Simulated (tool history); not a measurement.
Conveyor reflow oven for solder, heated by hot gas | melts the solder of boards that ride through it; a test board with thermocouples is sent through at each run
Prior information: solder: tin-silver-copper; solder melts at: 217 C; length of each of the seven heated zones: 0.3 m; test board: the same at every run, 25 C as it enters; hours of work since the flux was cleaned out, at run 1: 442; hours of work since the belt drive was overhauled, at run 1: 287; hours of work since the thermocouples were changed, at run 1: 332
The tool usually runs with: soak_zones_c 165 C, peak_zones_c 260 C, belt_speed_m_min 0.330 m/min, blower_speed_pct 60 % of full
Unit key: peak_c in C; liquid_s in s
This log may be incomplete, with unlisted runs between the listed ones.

run   hour  soak_zones_c  peak_zones_c  belt_speed_m_min  blower_speed_pct  hours of work since the flux was cleaned out  hours of work since the belt drive was overhauled  hours of work since the thermocouples were changed  peak_c  liquid_s
  1    0.0           165           260             0.330                60                                           442                                                287                                                 332   238.9      54.4
  2   19.1           165           260             0.330                60                                           452                                                298                                                 343   237.2      54.7
  3   35.3           165           260             0.330                60                                           461                                                307                                                 352   236.8      55.2
      44.1  -- flux residue cleaned out of gas plates and filters
  4   57.6           165           260             0.330                60                                             8                                                317                                                 362   238.7      58.9
  5   70.9           165           260             0.330                69                                            15                                                324                                                 369   243.0      64.9
  6   88.2           165           260             0.330                60                                            25                                                334                                                 379   239.2      59.3
  7  105.3           165           260             0.330                88                                            34                                                344                                                 389   248.0      75.0
  8  123.9           165           260             0.330                88                                            45                                                354                                                 399   248.3      74.4
  9  140.0           161           260             0.330                88                                            54                                                363                                                 408   247.2      71.5
 10  151.9           161           260             0.330                88                                            61                                                370                                                 415   247.4      71.6
 11  170.4           154           260             0.330                60                                            71                                                380                                                 425   237.2      49.5
 12  183.6           154           260             0.330                60                                            78                                                388                                                 433   235.9      50.0
 13  197.3           165           260             0.330                53                                            86                                                395                                                 440   236.5      52.5
 14  207.8           165           260             0.330                53                                            92                                                401                                                 446   237.0      51.5
 15  217.7           165           260             0.330                81                                            97                                                407                                                 452   246.3      71.2
 16  227.0           165           260             0.294                60                                           103                                                412                                                 457   243.6      74.8
 17  243.7           165           257             0.294                60                                           112                                                421                                                 466   241.2      70.5
 18  261.7           179           257             0.329                79                                           122                                                431                                                 477   245.3      79.3
 19  275.7           160           265             0.286                64                                           130                                                439                                                 484   249.3      84.1
 20  288.2           165           260             0.325                60                                           137                                                446                                                 491   239.9      60.3
 21  306.6           165           268             0.330                60                                           147                                                457                                                 502   245.0      68.1
 22  321.0           165           268             0.330                60                                           155                                                465                                                 510   246.0      67.6
 23  330.9           176           250             0.330                70                                           161                                                470                                                 515   236.1      62.1
 24  349.0           159           260             0.330                60                                           171                                                480                                                 526   237.5      53.6
 25  368.4           161           248             0.271                60                                           182                                                491                                                 536   234.5      66.0
 26  386.9           168           260             0.357                69                                           192                                                502                                                 547   240.4      56.6
 27  398.9           152           272             0.387                59                                           199                                                508                                                 554   237.0      41.1
 28  410.0           170           260             0.330                60                                           205                                                515                                                 560   240.3      62.7
 29  427.0           178           266             0.299                73                                           215                                                524                                                 569   254.2      97.6
 30  436.7           151           261             0.330                60                                           220                                                530                                                 575   235.5      49.2
 31  449.6           175           249             0.291                70                                           228                                                537                                                 582   239.0      76.3
 32  461.2           153           260             0.330                90                                           234                                                543                                                 589   245.6      67.0

What if the next run were any one of these 3? Each begins from the tool's condition after run 32:
  A  470.2           174           248             0.296                60                                           239                                                548                                                 594       ?         ?
  B  470.2           153           254             0.330                90                                           239                                                548                                                 594       ?         ?
  C  470.2           153           252             0.325                90                                           239                                                548                                                 594       ?         ?

run  peak_c  liquid_s
  A   235.0      65.0
  B   241.0      61.5
  C   239.2      60.4
Stripped of hidden state, with their random variation kept, the same runs would have yielded:
run  peak_c  liquid_s
  A   233.8      62.5
  B   240.2      60.6
  C   238.4      59.5
